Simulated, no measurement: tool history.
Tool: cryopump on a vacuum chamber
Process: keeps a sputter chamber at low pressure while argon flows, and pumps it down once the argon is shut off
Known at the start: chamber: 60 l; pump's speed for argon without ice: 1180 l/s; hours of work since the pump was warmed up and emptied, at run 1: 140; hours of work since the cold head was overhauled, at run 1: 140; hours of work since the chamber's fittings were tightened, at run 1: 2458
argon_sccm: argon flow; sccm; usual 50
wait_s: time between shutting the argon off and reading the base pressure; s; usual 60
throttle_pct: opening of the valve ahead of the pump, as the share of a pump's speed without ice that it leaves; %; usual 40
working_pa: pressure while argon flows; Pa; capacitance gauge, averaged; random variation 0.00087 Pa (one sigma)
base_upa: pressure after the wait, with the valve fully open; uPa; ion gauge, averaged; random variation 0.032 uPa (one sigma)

| run | hour | argon_sccm | wait_s | throttle_pct | hours of work since the pump was warmed up and emptied | hours of work since the cold head was overhauled | hours of work since the chamber's fittings were tightened | working_pa | base_upa |
|---|---|---|---|---|---|---|---|---|---|
| 1 | 0 | 50 | 60 | 40 | 140 | 140 | 2458 | 0.1835 | 3.59 |
| 2 | 20.2 | 50 | 60 | 40 | 148 | 148 | 2467 | 0.1829 | 3.67 |
| 3 | 53.3 | 50 | 60 | 34 | 163 | 163 | 2481 | 0.2146 | 3.74 |
| 4 | 76.6 | 50 | 60 | 34 | 173 | 173 | 2491 | 0.215 | 3.71 |
| 5 | 92.7 | 50 | 60 | 34 | 179 | 179 | 2498 | 0.2148 | 3.78 |
| 6 | 113.9 | 50 | 60 | 34 | 188 | 188 | 2507 | 0.2156 | 3.75 |
| 7 | 135 | 50 | 60 | 34 | 197 | 197 | 2516 | 0.2161 | 3.8 |
| 8 | 170.5 | 50 | 60 | 34 | 213 | 213 | 2531 | 0.2164 | 3.76 |
| 9 | 188.2 | 50 | 60 | 34 | 220 | 220 | 2538 | 0.2172 | 3.65 |
| 10 | 208.3 | 54 | 60 | 40 | 229 | 229 | 2547 | 0.1987 | 3.82 |
| 11 | 225.1 | 54 | 60 | 40 | 236 | 236 | 2554 | 0.1991 | 3.81 |
| 12 | 244.6 | 54 | 60 | 40 | 244 | 244 | 2562 | 0.2003 | 3.85 |
| 13 | 269.2 | 54 | 60 | 40 | 255 | 255 | 2573 | 0.1999 | 3.87 |
| 14 | 296.1 | 49 | 60 | 40 | 266 | 266 | 2584 | 0.1817 | 3.93 |
| 15 | 324.1 | 49 | 60 | 40 | 278 | 278 | 2596 | 0.1821 | 3.91 |
| 16 | 343.1 | 49 | 60 | 40 | 286 | 286 | 2604 | 0.1814 | 3.81 |
| 17 | 370.6 | 50 | 60 | 40 | 298 | 298 | 2616 | 0.1869 | 3.99 |
| 18 | 386 | 75 | 137 | 33 | 304 | 304 | 2623 | 0.335 | 3.16 |
| 19 | 401.3 | 49 | 25 | 33 | 311 | 311 | 2629 | 0.2208 | 5.97 |
| 20 | 418.8 | 49 | 25 | 33 | 318 | 318 | 2636 | 0.2188 | 5.99 |
| 21 | 453.4 | 26 | 193 | 53 | 333 | 333 | 2651 | 0.0746 | 2.87 |
| 22 | 475.2 | 61 | 172 | 18 | 342 | 342 | 2661 | 0.495 | 3.02 |
| 23 | 507.8 | 82 | 201 | 27 | 356 | 356 | 2674 | 0.4497 | 2.99 |
| 24 | 527.3 | 82 | 64 | 19 | 364 | 364 | 2683 | 0.6296 | 3.94 |
| 25 | 557.7 | 37 | 60 | 23 | 377 | 377 | 2696 | 0.2358 | 3.93 |
| 26 | 588.3 | 50 | 30 | 40 | 390 | 390 | 2709 | 0.1886 | 5.39 |
| 27 | 605.8 | 50 | 30 | 40 | 398 | 398 | 2716 | 0.1894 | 5.44 |
| 28 | 638.7 | 55 | 74 | 40 | 412 | 412 | 2730 | 0.2072 | 3.78 |
| 29 | 674 | 24 | 20 | 19 | 427 | 427 | 2745 | 0.1869 | 7.18 |
| 30 | 703.1 | 24 | 20 | 19 | 439 | 439 | 2758 | 0.1865 | 7.18 |
| 31 | 729.8 | 50 | 192 | 16 | 451 | 451 | 2769 | 0.458 | 3.2 |
| 32 | 747.1 | 50 | 83 | 40 | 458 | 458 | 2776 | 0.1886 | 3.73 |

The next listed run, before its measurement:
| 33 | 775.2 | 69 | 83 | 23 | 470 | 470 | 2788 | ? | ? |

working_pa: 0.4456 Pa
base_upa: 3.81 uPa
Without the tool's hidden state the same run would have given working_pa 0.4297 Pa, base_upa 1.32 uPa.
